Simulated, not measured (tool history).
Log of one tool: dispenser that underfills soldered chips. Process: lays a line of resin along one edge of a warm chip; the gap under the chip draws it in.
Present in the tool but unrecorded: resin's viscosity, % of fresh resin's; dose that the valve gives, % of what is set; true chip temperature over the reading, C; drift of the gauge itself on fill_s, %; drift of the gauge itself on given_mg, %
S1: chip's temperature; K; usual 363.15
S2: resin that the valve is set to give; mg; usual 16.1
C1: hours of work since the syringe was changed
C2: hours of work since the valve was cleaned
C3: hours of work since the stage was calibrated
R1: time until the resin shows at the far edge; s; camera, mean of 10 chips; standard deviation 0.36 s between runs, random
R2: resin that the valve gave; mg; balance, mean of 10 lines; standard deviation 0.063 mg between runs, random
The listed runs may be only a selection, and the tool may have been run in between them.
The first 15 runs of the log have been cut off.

run,hour,S1,S2,C1,C2,C3,R1,R2
# hour 70.4: new syringe of resin
16,70.6,350.15,16.1,0,11,89,33.1,15.93
17,76.8,350.15,16.1,4,14,93,43,15.88
18,83.6,375.15,16.1,8,18,97,24.4,15.91
# hour 89.2: new syringe of resin
19,89.7,375.15,16.1,0,22,100,15.2,15.91
20,94.6,369.15,14.5,3,25,103,22.1,14.33
21,100.8,369.15,14.5,7,28,107,28.3,14.3
22,104.3,369.15,14.5,9,31,109,32.5,14.09
# hour 108.1: new syringe of resin
23,111,369.15,14.5,2,34,113,19.6,14.19
24,117.3,369.15,14.5,6,38,117,26.2,14.15
25,120.2,374.15,18,7,40,118,24.9,17.6
26,126.1,374.15,18,11,43,122,31.5,17.61

The next listed run, before its measurement:
# hour 126.8: new syringe of resin
27,131.5,374.15,18,3,47,125,?,?

Logged for run 27: R1 17.3 s, R2 17.51 mg.
If the tool had no hidden condition, the same run with the same run-to-run variation would have returned R1 14 s, R2 18.06 mg.

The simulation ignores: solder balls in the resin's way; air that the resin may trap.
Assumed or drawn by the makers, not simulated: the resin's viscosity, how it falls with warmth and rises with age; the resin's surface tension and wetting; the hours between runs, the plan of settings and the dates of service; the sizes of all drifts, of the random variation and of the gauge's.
